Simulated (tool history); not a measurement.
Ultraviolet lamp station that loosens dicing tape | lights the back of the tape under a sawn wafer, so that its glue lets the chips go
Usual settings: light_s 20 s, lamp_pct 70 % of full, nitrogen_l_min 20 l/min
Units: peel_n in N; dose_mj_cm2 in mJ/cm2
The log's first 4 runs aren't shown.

| run | day | light_s | lamp_pct | nitrogen_l_min | peel_n | dose_mj_cm2 |
|---|---|---|---|---|---|---|
| 5 | 2.988 | 20 | 70 | 20 | 0.773 | 252 |
| 6 | 3.717 | 20 | 70 | 20 | 0.764 | 254 |
| 7 | 4.388 | 20 | 70 | 20 | 0.778 | 246 |
| 8 | 4.950 | 20 | 70 | 20 | 0.765 | 250 |
| 9 | 5.596 | 20 | 70 | 20 | 0.778 | 246 |
| 10 | 6.221 | 20 | 70 | 20 | 0.806 | 250 |
| 11 | 6.954 | 20 | 70 | 20 | 0.772 | 249 |
| 12 | 7.529 | 20 | 70 | 20 | 0.798 | 246 |
| 13 | 7.917 | 20 | 70 | 20 | 0.809 | 239 |
| 14 | 8.746 | 20 | 70 | 20 | 0.785 | 245 |
| 15 | 9.571 | 20 | 70 | 7 | 1.236 | 240 |
| 16 | 10.046 | 16 | 70 | 20 | 1.128 | 193 |
| 17 | 10.438 | 20 | 70 | 20 | 0.822 | 236 |
| 18 | 11.212 | 20 | 70 | 35 | 0.702 | 238 |
| 19 | 11.921 | 20 | 70 | 29 | 0.763 | 236 |
| 20 | 12.746 | 20 | 70 | 29 | 0.756 | 236 |
| 21 | 13.238 | 20 | 70 | 29 | 0.741 | 235 |
| 22 | 13.875 | 12 | 90 | 21 | 1.187 | 181 |
| 23 | 14.404 | 12 | 90 | 21 | 1.258 | 178 |
| 24 | 15.025 | 12 | 76 | 7 | 1.996 | 151 |
| 25 | 15.833 | 11 | 82 | 7 | 1.946 | 149 |
| 26 | 16.292 | 20 | 70 | 20 | 0.887 | 229 |
| 27 | 16.892 | 20 | 96 | 18 | 0.545 | 317 |
| 28 | 17.250 | 11 | 81 | 20 | 1.588 | 147 |
| 29 | 17.783 | 11 | 81 | 20 | 1.563 | 147 |

The next listed run, before its measurement:
| 30 | 18.212 | 19 | 66 | 27 | ? | ? |

peel_n: 0.954 N
dose_mj_cm2: 201 mJ/cm2
Without the tool's hidden state the same run would have given peel_n 0.640 N, dose_mj_cm2 260 mJ/cm2.
